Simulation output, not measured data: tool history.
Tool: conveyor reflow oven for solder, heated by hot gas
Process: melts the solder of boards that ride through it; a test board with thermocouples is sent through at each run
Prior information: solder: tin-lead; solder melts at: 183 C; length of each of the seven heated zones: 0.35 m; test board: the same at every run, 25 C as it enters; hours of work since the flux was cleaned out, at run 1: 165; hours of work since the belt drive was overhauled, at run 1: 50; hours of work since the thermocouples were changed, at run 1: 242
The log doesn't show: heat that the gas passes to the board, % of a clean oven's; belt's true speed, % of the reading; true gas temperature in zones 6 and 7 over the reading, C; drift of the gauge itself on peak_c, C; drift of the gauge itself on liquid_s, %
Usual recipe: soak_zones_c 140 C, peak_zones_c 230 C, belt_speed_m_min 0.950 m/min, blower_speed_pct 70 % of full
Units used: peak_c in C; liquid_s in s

run	hour	soak_zones_c	peak_zones_c	belt_speed_m_min	blower_speed_pct	hours of work since the flux was cleaned out	hours of work since the belt drive was overhauled	hours of work since the thermocouples were changed	peak_c	liquid_s
1	0.0	140	230	0.950	70	165	50	242	210.8	29.75
2	34.9	140	230	0.950	70	185	70	262	210.6	29.73
# hour 67.1: flux residue cleaned out of gas plates and filters
3	82.3	140	230	0.950	70	9	94	287	212.6	30.92
4	112.7	140	230	0.950	70	26	112	304	212.6	30.95
5	146.4	140	230	1.074	70	46	131	323	208.0	24.63
6	181.4	140	230	1.074	70	66	151	344	207.8	24.39
7	218.2	138	230	0.950	70	87	173	365	211.8	30.18
8	257.2	140	230	0.950	70	109	195	387	211.7	30.60
9	300.7	140	230	0.950	70	134	220	412	211.6	30.55
10	341.6	140	230	0.950	70	158	243	436	211.5	30.44
11	386.4	140	230	0.950	70	183	269	461	211.2	30.32
# hour 421.4: flux residue cleaned out of gas plates and filters
12	421.4	140	230	0.950	70	0	286	479	212.9	31.41
13	448.3	140	230	1.025	70	15	302	494	210.3	27.29
14	468.5	140	230	0.950	70	27	313	506	212.4	31.16
15	515.4	140	230	0.950	70	54	340	533	212.4	31.04
# hour 522.6: belt drive overhauled, speed set with a stopwatch
16	556.2	140	230	0.950	70	75	19	554	212.2	31.24
17	582.0	140	230	0.950	70	90	34	569	212.4	31.20
18	623.3	129	230	0.950	80	114	58	592	211.6	28.79
# hour 666.5: thermocouples of zones 6 and 7 changed
19	668.8	129	230	0.950	80	139	83	1	210.5	28.13
20	695.4	129	230	0.950	80	154	98	17	210.2	27.95
21	736.6	129	230	0.950	80	178	122	40	210.0	27.94
22	770.3	131	223	0.950	70	197	141	60	202.8	23.59
# hour 783.2: flux residue cleaned out of gas plates and filters
# hour 813.4: belt drive overhauled, speed set with a stopwatch, once more
23	820.7	128	223	0.843	70	19	4	83	207.4	29.66
24	864.4	137	223	1.132	69	44	29	109	199.0	17.02
25	914.4	137	223	1.132	69	73	58	137	198.7	16.97
26	953.1	146	230	0.950	70	95	80	159	212.3	32.15
27	992.4	140	225	1.020	71	118	103	182	204.8	24.19
28	1027.5	140	225	1.020	71	138	123	202	204.8	24.14
29	1074.4	140	225	1.020	71	165	150	229	204.6	24.08
30	1116.5	148	220	0.950	70	189	174	253	203.9	27.87
# hour 1141.3: flux residue cleaned out of gas plates and filters
31	1147.3	140	221	0.950	88	3	189	268	207.1	28.73

Branching from run 31: 3 alternative next runs. What would each branch give?
A	1172.4	133	230	0.764	70	18	203	283	?	?
B	1172.4	140	245	0.950	88	18	203	283	?	?
C	1172.4	140	219	0.950	88	18	203	283	?	?

run	peak_c	liquid_s
A	217.7	41.08
B	227.8	37.77
C	205.3	27.62
What these runs would have given with no unlogged condition in the tool:
run	peak_c	liquid_s
A	217.5	40.72
B	227.7	37.48
C	205.2	27.36
